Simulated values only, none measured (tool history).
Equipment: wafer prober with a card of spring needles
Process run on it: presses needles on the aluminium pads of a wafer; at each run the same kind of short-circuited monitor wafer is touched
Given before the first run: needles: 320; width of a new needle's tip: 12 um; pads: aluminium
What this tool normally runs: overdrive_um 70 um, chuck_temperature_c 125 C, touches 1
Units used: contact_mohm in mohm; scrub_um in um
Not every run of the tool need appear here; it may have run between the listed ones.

Run 1, hour 0.0: usual settings. Result: contact_mohm 427 mohm, scrub_um 13.00 um.
At hour 5.7: tips cleaned on abrasive film.
At hour 15.0: tips cleaned on abrasive film.
At hour 22.5: tips cleaned on abrasive film.
At hour 31.9: tips cleaned on abrasive film.
At hour 41.3: tips cleaned on abrasive film.
At hour 50.6: tips cleaned on abrasive film.
Run 2, hour 56.4: usual settings but chuck_temperature_c 61 C. Result: contact_mohm 622 mohm, scrub_um 12.56 um.
At hour 58.3: tips cleaned on abrasive film.
At hour 67.7: tips cleaned on abrasive film.
At hour 77.0: tips cleaned on abrasive film.
At hour 84.6: tips cleaned on abrasive film.
At hour 93.9: tips cleaned on abrasive film.
At hour 101.4: tips cleaned on abrasive film.
At hour 110.8: tips cleaned on abrasive film.
Run 3, hour 113.8: usual settings but chuck_temperature_c 61 C. Result: contact_mohm 571 mohm, scrub_um 12.52 um.
At hour 119.5: tips cleaned on abrasive film.
At hour 125.3: height of the first contact set anew.
At hour 127.3: tips cleaned on abrasive film.
At hour 136.7: tips cleaned on abrasive film.
At hour 146.0: tips cleaned on abrasive film.
At hour 155.4: tips cleaned on abrasive film.
At hour 164.8: tips cleaned on abrasive film.
At hour 172.3: tips cleaned on abrasive film.
At hour 181.6: tips cleaned on abrasive film.
At hour 190.4: tips cleaned on abrasive film.
Run 4, hour 190.4: usual settings but chuck_temperature_c 61 C. Result: contact_mohm 272 mohm, scrub_um 13.34 um.
At hour 199.8: tips cleaned on abrasive film.
At hour 209.2: tips cleaned on abrasive film.
At hour 218.5: tips cleaned on abrasive film.
At hour 226.0: tips cleaned on abrasive film.
Run 5, hour 230.5: usual settings. Result: contact_mohm 575 mohm, scrub_um 13.29 um.
At hour 234.4: tips cleaned on abrasive film.
At hour 243.7: tips cleaned on abrasive film.
At hour 253.1: tips cleaned on abrasive film.
At hour 260.6: tips cleaned on abrasive film.
At hour 270.0: tips cleaned on abrasive film.
At hour 277.5: tips cleaned on abrasive film.
At hour 286.8: tips cleaned on abrasive film.
At hour 296.2: tips cleaned on abrasive film.
At hour 300.0: tips cleaned on abrasive film, once more.
At hour 309.4: tips cleaned on abrasive film.
At hour 318.7: tips cleaned on abrasive film.
Run 6, hour 325.8: usual settings. Result: contact_mohm 633 mohm, scrub_um 13.03 um.
At hour 327.7: tips cleaned on abrasive film.
At hour 335.2: tips cleaned on abrasive film.
At hour 344.6: tips cleaned on abrasive film.
At hour 352.1: tips cleaned on abrasive film.
At hour 361.5: tips cleaned on abrasive film.
At hour 370.9: tips cleaned on abrasive film.
Run 7, hour 377.5: usual settings but chuck_temperature_c 87 C. Result: contact_mohm 649 mohm, scrub_um 12.94 um.
At hour 379.5: tips cleaned on abrasive film.
At hour 387.0: tips cleaned on abrasive film.
At hour 396.4: tips cleaned on abrasive film.
At hour 405.7: tips cleaned on abrasive film.
At hour 415.1: tips cleaned on abrasive film.
At hour 424.5: tips cleaned on abrasive film.
At hour 433.8: tips cleaned on abrasive film.
At hour 443.2: tips cleaned on abrasive film.
At hour 452.0: tips cleaned on abrasive film.
Run 8, hour 452.0: usual settings but chuck_temperature_c 87 C. Result: contact_mohm 262 mohm, scrub_um 12.74 um.
At hour 461.4: tips cleaned on abrasive film.
At hour 470.8: tips cleaned on abrasive film.
At hour 480.1: tips cleaned on abrasive film.
At hour 489.5: tips cleaned on abrasive film.
At hour 498.8: tips cleaned on abrasive film.
At hour 506.4: tips cleaned on abrasive film.
At hour 508.5: height of the first contact set anew.
At hour 516.0: tips cleaned on abrasive film.
At hour 523.5: tips cleaned on abrasive film.
Run 9, hour 529.3: usual settings. Result: contact_mohm 620 mohm, scrub_um 13.45 um.
At hour 531.2: tips cleaned on abrasive film.
At hour 538.7: tips cleaned on abrasive film.
At hour 548.1: tips cleaned on abrasive film.
At hour 557.4: tips cleaned on abrasive film.
At hour 566.8: tips cleaned on abrasive film.
At hour 574.3: tips cleaned on abrasive film.
At hour 583.7: tips cleaned on abrasive film.
At hour 591.4: tips cleaned on abrasive film.
Run 10, hour 591.4: usual settings. Result: contact_mohm 277 mohm, scrub_um 13.30 um.
At hour 600.8: tips cleaned on abrasive film.
At hour 610.1: tips cleaned on abrasive film.
At hour 619.5: tips cleaned on abrasive film.
At hour 628.9: tips cleaned on abrasive film.
At hour 638.2: tips cleaned on abrasive film.
At hour 645.7: tips cleaned on abrasive film.
At hour 655.1: tips cleaned on abrasive film.
At hour 664.5: tips cleaned on abrasive film.
At hour 673.8: tips cleaned on abrasive film.
At hour 683.2: tips cleaned on abrasive film.
Run 11, hour 683.7: usual settings. Result: contact_mohm 341 mohm, scrub_um 13.12 um.
At hour 691.2: tips cleaned on abrasive film.
At hour 700.5: tips cleaned on abrasive film.
At hour 709.9: tips cleaned on abrasive film.
At hour 717.4: tips cleaned on abrasive film.
At hour 726.8: tips cleaned on abrasive film.
At hour 736.2: tips cleaned on abrasive film.
Run 12, hour 741.2: usual settings. Result: contact_mohm 636 mohm, scrub_um 13.00 um.
At hour 745.0: tips cleaned on abrasive film.
At hour 752.5: tips cleaned on abrasive film.
At hour 761.9: tips cleaned on abrasive film.
At hour 769.4: tips cleaned on abrasive film.
At hour 778.8: tips cleaned on abrasive film.
At hour 788.2: tips cleaned on abrasive film.
Run 13, hour 791.5: usual settings but chuck_temperature_c 72 C. Result: contact_mohm 631 mohm, scrub_um 12.93 um.
At hour 797.1: tips cleaned on abrasive film.
At hour 806.5: tips cleaned on abrasive film.
At hour 815.9: tips cleaned on abrasive film.
At hour 825.2: tips cleaned on abrasive film.
At hour 832.8: tips cleaned on abrasive film.
Run 14, hour 834.8: usual settings but chuck_temperature_c 72 C. Result: contact_mohm 553 mohm, scrub_um 12.85 um.
At hour 840.4: tips cleaned on abrasive film.
At hour 849.8: tips cleaned on abrasive film.
At hour 857.3: tips cleaned on abrasive film.
At hour 866.7: tips cleaned on abrasive film.
At hour 876.1: tips cleaned on abrasive film.
At hour 885.4: tips cleaned on abrasive film.
At hour 891.3: height of the first contact set anew.
At hour 895.1: tips cleaned on abrasive film.
At hour 902.6: tips cleaned on abrasive film.
At hour 912.0: tips cleaned on abrasive film.
At hour 921.3: tips cleaned on abrasive film.
Run 15, hour 927.4: usual settings but overdrive_um 58 um, chuck_temperature_c 72 C. Result: contact_mohm 869 mohm, scrub_um 11.07 um.
At hour 929.3: tips cleaned on abrasive film.
At hour 938.7: tips cleaned on abrasive film.
At hour 948.1: tips cleaned on abrasive film.
At hour 957.4: tips cleaned on abrasive film.
At hour 966.8: tips cleaned on abrasive film.
At hour 976.2: tips cleaned on abrasive film.
At hour 983.7: tips cleaned on abrasive film.
At hour 993.1: tips cleaned on abrasive film.
At hour 1005.1: card fitted with new needles.
At hour 1014.4: tips cleaned on abrasive film.
At hour 1021.9: tips cleaned on abrasive film.
At hour 1031.3: tips cleaned on abrasive film.
Run 16, hour 1036.5: usual settings but overdrive_um 81 um, chuck_temperature_c 77 C. Result: contact_mohm 307 mohm, scrub_um 15.55 um.
At hour 1040.3: tips cleaned on abrasive film.
At hour 1049.6: tips cleaned on abrasive film.
At hour 1059.0: tips cleaned on abrasive film.
At hour 1068.4: tips cleaned on abrasive film.
At hour 1077.7: tips cleaned on abrasive film.
At hour 1085.2: tips cleaned on abrasive film.
At hour 1094.6: tips cleaned on abrasive film.
At hour 1104.0: tips cleaned on abrasive film.
At hour 1113.3: tips cleaned on abrasive film.
At hour 1122.7: tips cleaned on abrasive film.
Run 17, hour 1129.4: usual settings but overdrive_um 89 um, chuck_temperature_c 99 C, touches 2. Result: contact_mohm 270 mohm, scrub_um 16.92 um.
At hour 1131.4: tips cleaned on abrasive film.
At hour 1140.8: tips cleaned on abrasive film.
At hour 1150.1: tips cleaned on abrasive film.
At hour 1159.5: tips cleaned on abrasive film.
At hour 1168.9: tips cleaned on abrasive film.
At hour 1176.4: tips cleaned on abrasive film.
At hour 1185.7: tips cleaned on abrasive film.
Run 18, hour 1187.0: usual settings but overdrive_um 76 um, chuck_temperature_c 36 C. Result: contact_mohm 265 mohm, scrub_um 14.28 um.
At hour 1194.5: tips cleaned on abrasive film.
At hour 1203.8: tips cleaned on abrasive film.
At hour 1213.2: tips cleaned on abrasive film.
At hour 1222.6: tips cleaned on abrasive film.
At hour 1231.9: tips cleaned on abrasive film.
At hour 1241.3: tips cleaned on abrasive film.
Run 19, hour 1247.3: usual settings but overdrive_um 67 um. Result: contact_mohm 359 mohm, scrub_um 12.48 um.
At hour 1249.2: tips cleaned on abrasive film.
At hour 1256.7: tips cleaned on abrasive film.
At hour 1266.1: tips cleaned on abrasive film.
At hour 1275.5: tips cleaned on abrasive film.
At hour 1283.0: tips cleaned on abrasive film.
At hour 1292.3: tips cleaned on abrasive film.
At hour 1301.7: tips cleaned on abrasive film.
Run 20, hour 1307.4: usual settings but overdrive_um 67 um. Result: contact_mohm 368 mohm, scrub_um 12.30 um.

Branching from run 20: 3 alternative next runs. What would each branch give?
At hour 1309.4: tips cleaned on abrasive film.
At hour 1316.9: tips cleaned on abrasive film.
At hour 1326.3: tips cleaned on abrasive film.
At hour 1335.6: tips cleaned on abrasive film.
At hour 1345.0: tips cleaned on abrasive film.
Run A, hour 1350.7: usual settings but overdrive_um 71 um, chuck_temperature_c 72 C. Result: contact_mohm ?, scrub_um ?.
At hour 1309.4: tips cleaned on abrasive film.
At hour 1316.9: tips cleaned on abrasive film.
At hour 1326.3: tips cleaned on abrasive film.
At hour 1335.6: tips cleaned on abrasive film.
At hour 1345.0: tips cleaned on abrasive film.
Run B, hour 1350.7: usual settings but overdrive_um 66 um, chuck_temperature_c 39 C. Result: contact_mohm ?, scrub_um ?.
At hour 1309.4: tips cleaned on abrasive film.
At hour 1316.9: tips cleaned on abrasive film.
At hour 1326.3: tips cleaned on abrasive film.
At hour 1335.6: tips cleaned on abrasive film.
At hour 1345.0: tips cleaned on abrasive film.
Run C, hour 1350.7: usual settings but overdrive_um 51 um. Result: contact_mohm ?, scrub_um ?.

run  contact_mohm  scrub_um
  A           352     12.91
  B           378     11.94
  C           464      9.03
Without the tool's hidden state the same runs would have given:
run  contact_mohm  scrub_um
  A           214     13.65
  B           211     12.68
  C           234      9.77

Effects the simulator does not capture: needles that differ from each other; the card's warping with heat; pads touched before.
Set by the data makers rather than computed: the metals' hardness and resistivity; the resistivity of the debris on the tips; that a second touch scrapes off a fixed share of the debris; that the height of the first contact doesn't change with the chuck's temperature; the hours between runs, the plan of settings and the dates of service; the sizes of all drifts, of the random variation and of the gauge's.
